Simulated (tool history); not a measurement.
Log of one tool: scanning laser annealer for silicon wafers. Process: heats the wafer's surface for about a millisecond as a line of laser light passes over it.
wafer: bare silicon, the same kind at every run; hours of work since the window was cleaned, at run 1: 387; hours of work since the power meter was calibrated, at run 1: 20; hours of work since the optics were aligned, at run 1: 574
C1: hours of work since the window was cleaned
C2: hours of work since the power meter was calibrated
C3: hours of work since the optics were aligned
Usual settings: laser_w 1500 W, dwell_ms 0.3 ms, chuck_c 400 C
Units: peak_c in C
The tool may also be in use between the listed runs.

Run 1, day 0: usual settings; C1 387; C2 20; C3 574. Result: peak_c 1087 C.
Run 2, day 0.575: usual settings but chuck_c 378 C; C1 396; C2 30; C3 583. Result: peak_c 1069 C.
Run 3, day 1.004: usual settings; C1 403; C2 36; C3 590. Result: peak_c 1085 C.
Run 4, day 1.45: usual settings; C1 410; C2 43; C3 597. Result: peak_c 1087 C.
Run 5, day 1.804: usual settings but chuck_c 369 C; C1 415; C2 49; C3 603. Result: peak_c 1055 C.
At day 2.1: window over the wafer cleaned.
Run 6, day 2.362: usual settings; C1 4; C2 57; C3 610. Result: peak_c 1112 C.
Run 7, day 2.738: usual settings; C1 10; C2 62; C3 616. Result: peak_c 1114 C.
Run 8, day 3.2: usual settings; C1 17; C2 70; C3 624. Result: peak_c 1115 C.
Run 9, day 3.875: usual settings; C1 28; C2 80; C3 634. Result: peak_c 1114 C.
Run 10, day 4.55: usual settings but laser_w 1334 W; C1 39; C2 91; C3 645. Result: peak_c 1038 C.
Run 11, day 5.029: usual settings but laser_w 1599 W; C1 46; C2 99; C3 653. Result: peak_c 1153 C.
Run 12, day 5.671: usual settings but laser_w 1599 W; C1 57; C2 109; C3 663. Result: peak_c 1154 C.
Run 13, day 6.267: usual settings but laser_w 1599 W; C1 66; C2 118; C3 672. Result: peak_c 1151 C.
Run 14, day 6.667: usual settings but laser_w 1599 W; C1 72; C2 125; C3 678. Result: peak_c 1151 C.
Run 15, day 7.371: usual settings but dwell_ms 0.32 ms; C1 83; C2 136; C3 690. Result: peak_c 1131 C.
At day 7.533: laser's power meter calibrated.
Run 16, day 7.871: usual settings; C1 89; C2 5; C3 696. Result: peak_c 1109 C.
Run 17, day 8.258: usual settings; C1 96; C2 11; C3 702. Result: peak_c 1107 C.
Run 18, day 8.617: usual settings; C1 101; C2 17; C3 707. Result: peak_c 1108 C.
Run 19, day 9.258: usual settings; C1 111; C2 27; C3 717. Result: peak_c 1107 C.
Run 20, day 9.85: usual settings; C1 121; C2 37; C3 727. Result: peak_c 1106 C.
Run 21, day 10.146: usual settings; C1 125; C2 41; C3 732. Result: peak_c 1110 C.

Forecast run 22:
Run 22, day 10.746: usual settings but laser_w 1480 W, dwell_ms 0.369 ms, chuck_c 363 C; C1 135; C2 51; C3 741. Result: peak_c ?.

{"run 22": {"peak_c": 1138}}
Without the tool's hidden state the same run would have given peak_c 1153 C.
